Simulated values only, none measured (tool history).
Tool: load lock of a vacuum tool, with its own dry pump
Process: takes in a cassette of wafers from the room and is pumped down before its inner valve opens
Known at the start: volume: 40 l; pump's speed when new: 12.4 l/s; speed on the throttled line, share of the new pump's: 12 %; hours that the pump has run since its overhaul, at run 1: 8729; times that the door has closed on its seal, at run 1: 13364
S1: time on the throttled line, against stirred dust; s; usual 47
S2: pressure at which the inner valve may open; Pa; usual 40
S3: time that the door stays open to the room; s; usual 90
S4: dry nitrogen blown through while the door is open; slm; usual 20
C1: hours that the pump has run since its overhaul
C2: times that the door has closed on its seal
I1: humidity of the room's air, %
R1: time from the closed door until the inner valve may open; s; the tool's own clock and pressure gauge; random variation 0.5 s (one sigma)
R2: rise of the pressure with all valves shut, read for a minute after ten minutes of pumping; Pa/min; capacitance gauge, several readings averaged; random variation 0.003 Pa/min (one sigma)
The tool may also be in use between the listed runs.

run	hour	S1	S2	S3	S4	C1	C2	I1	R1	R2
1	0	47	40	90	20	8729	13364	44.4	72.7	0.048
2	69	47	40	90	20	8798	13592	44.3	73.4	0.056
3	148.7	47	40	90	12	8878	13855	42.3	72.8	0.062
4	232.4	47	40	90	12	8962	14131	44.2	71.8	0.065
5	336.8	47	40	90	5	9066	14475	47.6	72.5	0.085
6	422.7	47	40	90	20	9152	14759	42.8	72.3	0.052
7	478.8	47	40	90	20	9208	14944	44.1	72.3	0.058
8	566.1	47	40	90	20	9296	15232	45.5	73.2	0.054
9	625.4	47	40	90	24	9355	15428	46.4	72.8	0.058
10	696.1	47	40	90	24	9425	15661	44.3	72.8	0.058
11	771.9	47	40	90	24	9501	15911	45.3	72.7	0.054
12	848.8	47	40	90	24	9578	16165	43.2	72.8	0.052
13	945.2	47	40	200	24	9675	16483	42.2	72.1	0.067
14	990.6	47	40	200	24	9720	16633	45.2	73	0.068
15	1086	47	40	29	20	9815	16948	44	72.9	0.051
16	1180.7	47	40	90	20	9910	17260	47.1	72.7	0.063
17	1233.1	47	40	90	20	9963	17433	41.1	73.2	0.064
18	1295.8	83	40	51	20	10025	17640	42.4	103.3	0.055
19	1354.3	56	40	56	20	10084	17833	44.4	80.5	0.055
20	1421	56	40	56	20	10150	18053	44.1	80.7	0.063
21	1502.4	56	40	56	20	10232	18322	44.5	82.1	0.06
22	1561.2	56	40	56	20	10291	18516	44.8	81.6	0.06
23	1606.3	56	40	56	20	10336	18665	43	81.2	0.059
24	1706.1	77	62	28	5	10436	18994	44.9	97.2	0.069
25	1795.4	77	62	28	5	10525	19289	44.3	97.1	0.068
26	1888.7	34	40	36	20	10618	19597	45	62.3	0.06
27	1948.9	34	40	36	20	10678	19795	46.5	63	0.061
28	1997	34	40	36	20	10726	19954	42.2	62.7	0.062
29	2086.1	34	40	36	20	10816	20248	44	63.7	0.061
30	2173.1	74	66	44	10	10903	20535	44.6	95.1	0.073
31	2225.4	42	67	90	20	10955	20708	47	67	0.075

Forecast each of these 3 alternatives for the next run:
A	2298.7	47	40	90	44	11028	20950	44.4	?	?
B	2298.7	59	54	90	22	11028	20950	45.6	?	?
C	2298.7	47	67	90	20	11028	20950	45.9	?	?

run	R1	R2
A	74.1	0.064
B	82.4	0.076
C	72.2	0.077
Without the tool's hidden state the same runs would have given:
run	R1	R2
A	67.1	0.016
B	76.2	0.027
C	65.7	0.028

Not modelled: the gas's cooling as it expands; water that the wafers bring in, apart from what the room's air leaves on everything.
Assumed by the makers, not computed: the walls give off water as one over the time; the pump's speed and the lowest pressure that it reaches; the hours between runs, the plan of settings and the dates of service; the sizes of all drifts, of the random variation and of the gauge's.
